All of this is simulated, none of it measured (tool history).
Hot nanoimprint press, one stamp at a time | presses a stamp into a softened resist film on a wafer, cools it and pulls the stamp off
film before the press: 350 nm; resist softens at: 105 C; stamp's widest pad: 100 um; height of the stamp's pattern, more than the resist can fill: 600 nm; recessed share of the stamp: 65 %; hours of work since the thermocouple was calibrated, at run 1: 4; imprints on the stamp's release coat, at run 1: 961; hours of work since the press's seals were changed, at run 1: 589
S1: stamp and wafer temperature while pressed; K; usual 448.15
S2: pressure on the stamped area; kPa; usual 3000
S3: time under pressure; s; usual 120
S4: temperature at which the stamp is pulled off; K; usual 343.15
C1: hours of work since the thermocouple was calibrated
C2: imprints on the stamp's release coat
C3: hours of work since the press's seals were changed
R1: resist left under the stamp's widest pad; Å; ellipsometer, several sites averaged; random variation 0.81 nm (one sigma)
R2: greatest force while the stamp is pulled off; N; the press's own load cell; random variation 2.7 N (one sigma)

run    hour      S1    S2   S3      S4   C1    C2   C3    R1   R2
  1     0.0  448.15  3000  120  343.15    4   961  589  1896  131
  2    74.1  448.15  3750  120  343.15   54  1139  638  1694  128
  3   123.1  448.15  3000  120  347.15   87  1257  671  1881  112
      154.4  -- press's hydraulic seals changed and the load cell set to zero
  4   178.4  448.15  3000  120  347.15  118  1370   16  1895  114
  5   237.3  448.15  3000  120  343.15  158  1512   55  1881  135
  6   315.2  448.15  3000  120  343.15  210  1699  107  1870  131
      354.2  -- stamp cleaned and given a new release coat
  7   370.3  448.15  3000  120  343.15  242    39  140  1874  128
  8   423.2  448.15  3000  120  343.15  278   166  176  1863  125
  9   497.4  448.15  3000  120  343.15  327   345  225  1864  123
 10   579.7  448.15  3000  120  343.15  382   542  280  1863  129
      588.5  -- plate thermocouple calibrated
 11   670.0  442.15  3000  120  345.15   54   752  338  2191  124
 12   742.9  442.15  3000  120  345.15  103   928  387  2182  126
 13   831.4  449.15  2920   73  334.15  162  1140  446  2110  155
 14   872.2  452.15  3000  120  339.15  189  1238  473  1669  147
 15   911.6  449.15  4540  129  340.15  216  1333  500  1424  138
 16   952.3  448.15  2650  114  340.15  243  1431  527  2007  139
 17  1002.8  450.15  3000  120  343.15  277  1552  561  1761  127
 18  1067.1  457.15  3000   78  345.15  320  1707  604  1666  123
     1102.3  -- stamp cleaned and given a new release coat
 19  1119.0  457.15  4620   84  345.15  350    40  634  1295  121

Forecast each of these 5 alternatives for the next run:
     1180.1  -- plate thermocouple calibrated
     1204.8  -- press's hydraulic seals changed and the load cell set to zero
  A  1204.8  448.15  2470  120  331.15  11  220   0   ?   ?
     1180.1  -- plate thermocouple calibrated
     1204.8  -- press's hydraulic seals changed and the load cell set to zero
  B  1204.8  451.15  4620  113  345.15  11  220   0   ?   ?
     1180.1  -- plate thermocouple calibrated
     1204.8  -- press's hydraulic seals changed and the load cell set to zero
  C  1204.8  455.15  3000  120  343.15  11  220   0   ?   ?
     1180.1  -- plate thermocouple calibrated
     1204.8  -- press's hydraulic seals changed and the load cell set to zero
  D  1204.8  448.15  3000  123  343.15  11  220   0   ?   ?
     1180.1  -- plate thermocouple calibrated
     1204.8  -- press's hydraulic seals changed and the load cell set to zero
  E  1204.8  457.15  2850   84  340.15  11  220   0   ?   ?

run    R1   R2
  A  2042  167
  B  1374  122
  C  1527  128
  D  1834  127
  E  1670  140
Without the tool's hidden state the same runs would have given:
run    R1   R2
  A  2077  167
  B  1397  121
  C  1553  128
  D  1865  127
  E  1699  139

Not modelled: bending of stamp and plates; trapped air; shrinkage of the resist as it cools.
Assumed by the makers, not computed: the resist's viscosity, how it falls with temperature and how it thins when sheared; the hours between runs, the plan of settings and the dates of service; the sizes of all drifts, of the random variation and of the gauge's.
